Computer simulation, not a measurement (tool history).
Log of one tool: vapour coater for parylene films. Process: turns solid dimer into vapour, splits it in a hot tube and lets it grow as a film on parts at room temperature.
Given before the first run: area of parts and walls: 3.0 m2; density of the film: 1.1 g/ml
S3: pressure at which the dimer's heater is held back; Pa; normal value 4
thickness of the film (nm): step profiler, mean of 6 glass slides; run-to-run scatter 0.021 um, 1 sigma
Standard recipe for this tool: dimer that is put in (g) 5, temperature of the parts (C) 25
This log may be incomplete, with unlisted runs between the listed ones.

run 1 hour=0 | dimer_that_is_put_in_(g)=5 temperature_of_the_parts_(C)=25 S3=4 | thickness_of_the_film_(nm)=1040
run 2 hour=37 | dimer_that_is_put_in_(g)=5 temperature_of_the_parts_(C)=25 S3=4 | thickness_of_the_film_(nm)=1050
-- hour=89.7 trap's valve overhauled
run 3 hour=89.7 | dimer_that_is_put_in_(g)=5 temperature_of_the_parts_(C)=25 S3=4 | thickness_of_the_film_(nm)=1210
run 4 hour=131 | dimer_that_is_put_in_(g)=5 temperature_of_the_parts_(C)=25 S3=4 | thickness_of_the_film_(nm)=1180
run 5 hour=165.3 | dimer_that_is_put_in_(g)=5 temperature_of_the_parts_(C)=25 S3=4 | thickness_of_the_film_(nm)=1110
run 6 hour=211.8 | dimer_that_is_put_in_(g)=5 temperature_of_the_parts_(C)=25 S3=4 | thickness_of_the_film_(nm)=1180
run 7 hour=246.9 | dimer_that_is_put_in_(g)=5 temperature_of_the_parts_(C)=25 S3=4 | thickness_of_the_film_(nm)=1160
run 8 hour=271 | dimer_that_is_put_in_(g)=9 temperature_of_the_parts_(C)=25 S3=5.29 | thickness_of_the_film_(nm)=1920
run 9 hour=311.2 | dimer_that_is_put_in_(g)=5 temperature_of_the_parts_(C)=25 S3=3.12 | thickness_of_the_film_(nm)=1230
run 10 hour=347.3 | dimer_that_is_put_in_(g)=5 temperature_of_the_parts_(C)=25 S3=3.12 | thickness_of_the_film_(nm)=1200
run 11 hour=369.3 | dimer_that_is_put_in_(g)=5 temperature_of_the_parts_(C)=26 S3=3.12 | thickness_of_the_film_(nm)=1120

Forecast run 12:
run 12 hour=401.9 | dimer_that_is_put_in_(g)=7 temperature_of_the_parts_(C)=18 S3=4 | thickness_of_the_film_(nm)=?

{"run 12": {"thickness of the film (nm)": 1920}}
Without the tool's hidden state the same run would have given thickness of the film (nm) 2050.
